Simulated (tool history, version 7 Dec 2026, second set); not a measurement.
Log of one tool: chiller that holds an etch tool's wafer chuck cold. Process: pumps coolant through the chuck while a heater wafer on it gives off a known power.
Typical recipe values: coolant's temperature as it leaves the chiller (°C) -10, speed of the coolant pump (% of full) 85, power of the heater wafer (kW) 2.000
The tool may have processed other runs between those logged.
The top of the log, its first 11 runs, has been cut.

run,hour,coolant's temperature as it leaves the chiller (°C),speed of the coolant pump (% of full),power of the heater wafer (kW),hours since the coolant was changed and the channels were flushed,hours since the pump was overhauled,hours since the chiller's thermometer was calibrated,chuck's temperature once it has settled (°C),how much warmer the coolant comes back (C)
12,1082.9,-8,63,2.000,3481,4568,509,32.5,13.04
13,1197.8,-10,85,2.000,3596,4683,624,21.0,9.86
14,1288.4,-10,85,2.000,3687,4773,715,21.5,9.80
15,1386.4,-10,85,2.000,3785,4871,813,21.6,9.77
16,1480.2,-10,85,2.000,3879,4965,907,21.8,9.95
17,1548.6,-16,66,2.177,3947,5033,975,27.1,13.84
18,1663.3,-7,80,2.447,4062,5148,1090,34.4,12.92
19,1727.2,-3,74,1.012,4126,5212,1154,15.5,5.83
20,1798.6,-10,85,2.578,4197,5283,1225,31.6,12.92
21,1901.9,-4,76,2.000,4300,5387,1328,32.1,11.16
22,2019.2,-10,85,2.026,4418,5504,1446,23.2,10.16
# hour 2081.3: coolant changed, channels flushed
23,2111.7,-2,79,1.302,30,5590,1532,19.1,7.06
24,2250.8,-2,79,1.302,170,5729,1671,19.4,7.03
25,2364.4,-2,79,1.302,283,5843,1785,19.7,7.08
26,2441.4,-2,83,1.743,360,5920,1862,25.5,9.14
27,2549.0,-2,83,1.743,468,6028,1969,25.7,9.14
28,2664.7,-2,83,1.743,583,6143,2085,26.0,9.19
29,2787.4,-5,85,2.364,706,6266,2208,32.2,12.28

Run 30 comes next. What will it give?
30,2863.0,-2,85,2.189,782,6342,2283,?,?

{"run 30": {"chuck's temperature once it has settled (°C)": 32.7, "how much warmer the coolant comes back (C)": 11.33}}
Without the tool's hidden state the same run would have given chuck's temperature once it has settled (°C) 25.9, how much warmer the coolant comes back (C) 9.23.
